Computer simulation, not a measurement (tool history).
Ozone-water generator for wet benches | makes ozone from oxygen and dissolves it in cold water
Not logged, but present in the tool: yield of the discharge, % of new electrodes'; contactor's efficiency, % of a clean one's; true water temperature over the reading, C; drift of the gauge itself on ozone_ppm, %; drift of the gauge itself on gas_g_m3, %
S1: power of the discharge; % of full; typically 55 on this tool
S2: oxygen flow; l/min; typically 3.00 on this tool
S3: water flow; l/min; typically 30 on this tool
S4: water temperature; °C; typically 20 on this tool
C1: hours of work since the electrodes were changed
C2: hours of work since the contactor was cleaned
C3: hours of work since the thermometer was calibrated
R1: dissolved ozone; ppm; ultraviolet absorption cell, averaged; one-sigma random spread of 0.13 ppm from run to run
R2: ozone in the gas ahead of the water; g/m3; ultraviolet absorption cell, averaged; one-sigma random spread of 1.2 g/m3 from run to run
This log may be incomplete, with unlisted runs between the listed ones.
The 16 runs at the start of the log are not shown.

| run | hour | S1 | S2 | S3 | S4 | C1 | C2 | C3 | R1 | R2 |
|---|---|---|---|---|---|---|---|---|---|---|
| 17 | 1467.8 | 55 | 1.72 | 42 | 22 | 4866 | 86 | 1046 | 7.3 | 251.4 |
| 18 | 1587.5 | 55 | 2.69 | 21 | 22 | 4974 | 193 | 1154 | 16.5 | 213.2 |
| 19 | 1653.1 | 55 | 2.69 | 21 | 22 | 5033 | 252 | 1213 | 16.4 | 211.0 |
| 20 | 1718.4 | 88 | 3.00 | 19 | 20 | 5092 | 311 | 1271 | 24.9 | 268.5 |
| 21 | 1786.7 | 94 | 3.00 | 19 | 20 | 5153 | 372 | 1333 | 25.9 | 280.7 |
| 22 | 1923.5 | 88 | 1.65 | 30 | 23 | 5276 | 495 | 1456 | 12.9 | 334.9 |
| 23 | 2042.8 | 88 | 1.65 | 30 | 23 | 5383 | 603 | 1563 | 13.1 | 334.8 |
| 24 | 2143.2 | 55 | 3.09 | 41 | 23 | 5474 | 693 | 1653 | 9.2 | 197.3 |
| 25 | 2245.0 | 55 | 3.09 | 31 | 13 | 5565 | 784 | 1745 | 12.9 | 198.8 |
| 26 | 2356.5 | 63 | 2.77 | 27 | 16 | 5665 | 885 | 1845 | 15.0 | 221.1 |
| 27 | 2444.0 | 64 | 1.97 | 38 | 21 | 5744 | 963 | 1923 | 9.2 | 255.0 |
| 28 | 2537.5 | 91 | 3.00 | 30 | 18 | 5828 | 1047 | 2008 | 17.0 | 268.6 |
| 29 | 2651.7 | 78 | 1.57 | 24 | 20 | 5931 | 1150 | 2110 | 14.6 | 316.7 |
| 30 | 2755.6 | 51 | 3.45 | 30 | 20 | 6024 | 1243 | 2204 | 12.4 | 179.0 |
| 31 | 2875.2 | 67 | 3.00 | 30 | 19 | 6131 | 1351 | 2311 | 14.1 | 221.8 |
| 32 | 2973.4 | 67 | 4.14 | 30 | 18 | 6220 | 1439 | 2399 | 15.5 | 196.8 |

Branching from run 32: 5 alternative next runs. What would each branch give?
| A | 3057.0 | 77 | 1.90 | 30 | 26 | 6295 | 1514 | 2474 | ? | ? |
| B | 3057.0 | 67 | 4.14 | 30 | 16 | 6295 | 1514 | 2474 | ? | ? |
| C | 3057.0 | 55 | 2.91 | 30 | 20 | 6295 | 1514 | 2474 | ? | ? |
| D | 3057.0 | 82 | 4.14 | 39 | 20 | 6295 | 1514 | 2474 | ? | ? |
| E | 3057.0 | 50 | 4.14 | 25 | 18 | 6295 | 1514 | 2474 | ? | ? |

| run | R1 | R2 |
|---|---|---|
| A | 12.3 | 288.1 |
| B | 16.0 | 197.2 |
| C | 12.2 | 199.5 |
| D | 14.0 | 217.8 |
| E | 15.4 | 163.0 |
Take away the tool's hidden state, keep each run's random variation, and the runs would have read:
| run | R1 | R2 |
|---|---|---|
| A | 14.9 | 347.6 |
| B | 19.2 | 234.1 |
| C | 14.2 | 231.7 |
| D | 17.1 | 264.9 |
| E | 17.8 | 187.3 |
